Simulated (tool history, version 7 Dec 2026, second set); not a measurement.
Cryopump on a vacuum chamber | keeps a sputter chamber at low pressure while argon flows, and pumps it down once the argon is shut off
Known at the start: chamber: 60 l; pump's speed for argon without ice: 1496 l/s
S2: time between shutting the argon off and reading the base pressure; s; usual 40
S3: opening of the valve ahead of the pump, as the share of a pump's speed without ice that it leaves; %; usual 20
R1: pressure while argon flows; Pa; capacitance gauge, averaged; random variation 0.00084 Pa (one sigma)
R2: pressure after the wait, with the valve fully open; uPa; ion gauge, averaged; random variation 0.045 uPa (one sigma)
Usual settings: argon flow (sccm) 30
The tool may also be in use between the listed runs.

run 1 hour=0.0 | argon_flow_(sccm)=30 S2=40 S3=20 | R1=0.1752 R2=2.98
run 2 hour=14.5 | argon_flow_(sccm)=30 S2=40 S3=20 | R1=0.1740 R2=2.95
run 3 hour=20.9 | argon_flow_(sccm)=30 S2=40 S3=20 | R1=0.1751 R2=3.03
run 4 hour=31.8 | argon_flow_(sccm)=47 S2=40 S3=20 | R1=0.2738 R2=3.02
run 5 hour=45.6 | argon_flow_(sccm)=47 S2=40 S3=20 | R1=0.2722 R2=3.01
run 6 hour=52.0 | argon_flow_(sccm)=32 S2=40 S3=20 | R1=0.1873 R2=3.05
run 7 hour=60.2 | argon_flow_(sccm)=32 S2=40 S3=20 | R1=0.1855 R2=3.03
run 8 hour=72.3 | argon_flow_(sccm)=32 S2=40 S3=20 | R1=0.1855 R2=3.10
run 9 hour=80.6 | argon_flow_(sccm)=32 S2=40 S3=20 | R1=0.1860 R2=2.98
run 10 hour=91.9 | argon_flow_(sccm)=32 S2=40 S3=20 | R1=0.1863 R2=3.07
run 11 hour=104.0 | argon_flow_(sccm)=20 S2=40 S3=20 | R1=0.1166 R2=3.12
run 12 hour=116.1 | argon_flow_(sccm)=30 S2=40 S3=20 | R1=0.1746 R2=2.96
run 13 hour=129.1 | argon_flow_(sccm)=30 S2=40 S3=20 | R1=0.1748 R2=3.04
run 14 hour=140.5 | argon_flow_(sccm)=15 S2=40 S3=20 | R1=0.0882 R2=3.04
run 15 hour=149.4 | argon_flow_(sccm)=47 S2=40 S3=20 | R1=0.2746 R2=3.15
run 16 hour=156.4 | argon_flow_(sccm)=29 S2=40 S3=20 | R1=0.1697 R2=3.12
run 17 hour=165.2 | argon_flow_(sccm)=29 S2=40 S3=20 | R1=0.1688 R2=3.14
run 18 hour=171.4 | argon_flow_(sccm)=29 S2=40 S3=20 | R1=0.1695 R2=3.16
run 19 hour=183.6 | argon_flow_(sccm)=46 S2=225 S3=16 | R1=0.3338 R2=1.11
run 20 hour=198.3 | argon_flow_(sccm)=30 S2=40 S3=45 | R1=0.0820 R2=3.25

The next listed run, before its measurement:
run 21 hour=207.1 | argon_flow_(sccm)=59 S2=115 S3=21 | R1=? R2=?

{"run 21": {"R1": 0.329, "R2": 1.58}}
Without the tool's hidden state the same run would have given R1 0.3169 Pa, R2 1.07 uPa.

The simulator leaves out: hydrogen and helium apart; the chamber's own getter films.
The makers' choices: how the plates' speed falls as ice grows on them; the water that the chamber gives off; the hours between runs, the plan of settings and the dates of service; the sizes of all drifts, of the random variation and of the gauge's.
